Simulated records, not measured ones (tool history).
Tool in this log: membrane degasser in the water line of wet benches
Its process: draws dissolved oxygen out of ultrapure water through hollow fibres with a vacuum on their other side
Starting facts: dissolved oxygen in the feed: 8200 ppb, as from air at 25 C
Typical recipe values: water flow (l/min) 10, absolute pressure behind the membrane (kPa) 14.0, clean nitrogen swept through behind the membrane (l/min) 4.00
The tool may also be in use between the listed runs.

run    hour  water flow (l/min)  absolute pressure behind the membrane (kPa)  clean nitrogen swept through behind the membrane (l/min)  dissolved oxygen in the water behind the degasser (ppb)  pressure that the water loses in the fibres (kPa)
  1     0.0                  10                                         14.0                                                      4.00                                                    156.4                                              69.72
  2    33.7                  10                                         14.0                                                      4.00                                                    154.8                                              70.05
  3    73.7                  10                                         14.0                                                      4.00                                                    155.8                                              70.06
  4   108.1                  10                                         14.0                                                      4.00                                                    155.8                                              69.83
  5   132.3                  10                                         14.0                                                      4.00                                                    157.5                                              69.52
  6   171.0                  10                                         14.0                                                      4.00                                                    156.6                                              70.69
  7   223.4                  10                                         14.0                                                      4.00                                                    159.0                                              69.99
  8   279.4                  10                                         14.0                                                      4.00                                                    156.6                                              69.61
  9   326.3                  10                                         14.0                                                      4.00                                                    155.9                                              69.61
 10   369.3                  10                                         14.0                                                      4.00                                                    158.6                                              70.25
 11   402.9                  10                                          9.9                                                      4.00                                                    134.4                                              70.05
 12   431.8                  10                                          9.9                                                      4.00                                                    132.4                                              70.00
 13   482.1                  12                                         14.0                                                      4.00                                                    202.0                                              83.82
 14   537.6                  10                                         14.0                                                      4.00                                                    157.6                                              70.04
 15   566.1                  10                                         34.4                                                      4.00                                                    283.1                                              70.16
 16   604.6                  10                                         34.4                                                      4.00                                                    280.6                                              69.96
 17   657.4                  11                                         17.5                                                      4.00                                                    204.8                                              77.41
 18   688.8                  11                                         17.5                                                      4.00                                                    205.6                                              76.98
 19   728.9                  11                                         17.5                                                      4.00                                                    203.7                                              77.26
 20   781.5                  11                                          9.2                                                      4.00                                                    150.6                                              77.38
 21   825.2                  11                                          9.2                                                      4.00                                                    149.1                                              77.30
 22   855.5                  11                                          9.7                                                      4.00                                                    153.5                                              76.83
 23   891.2                  10                                         20.6                                                      5.30                                                    175.1                                              70.22
 24   916.5                  12                                          8.7                                                      2.16                                                    199.6                                              84.42
 25   949.4                  12                                          8.7                                                      2.16                                                    194.5                                              84.61
 26   996.5                  12                                          8.7                                                      2.16                                                    199.9                                              84.45
 27  1030.8                   8                                         13.6                                                      4.00                                                    119.0                                              56.08
 28  1074.9                   8                                         13.6                                                      4.00                                                    118.3                                              56.45
 29  1114.3                   8                                         13.6                                                      4.00                                                    120.2                                              56.72
 30  1159.7                   8                                         13.6                                                      4.00                                                    121.4                                              56.87
 31  1200.7                  10                                         13.6                                                      4.00                                                    159.0                                              70.43
 32  1224.3                  14                                         28.4                                                      4.00                                                    368.4                                              99.20

Predict each of these 3 candidate next runs independently; none follows another, all start after run 32:
  A  1280.3                  10                                         17.2                                                      4.00                                                        ?                                                  ?
  B  1280.3                   7                                         13.3                                                      3.89                                                        ?                                                  ?
  C  1280.3                   7                                         18.1                                                      7.15                                                        ?                                                  ?

run  dissolved oxygen in the water behind the degasser (ppb)  pressure that the water loses in the fibres (kPa)
  A                                                    182.6                                              70.57
  B                                                     99.8                                              49.21
  C                                                     90.4                                              49.55
Without the tool's hidden state the same runs would have given:
run  dissolved oxygen in the water behind the degasser (ppb)  pressure that the water loses in the fibres (kPa)
  A                                                    168.2                                              68.61
  B                                                     90.3                                              47.85
  C                                                     81.5                                              48.18
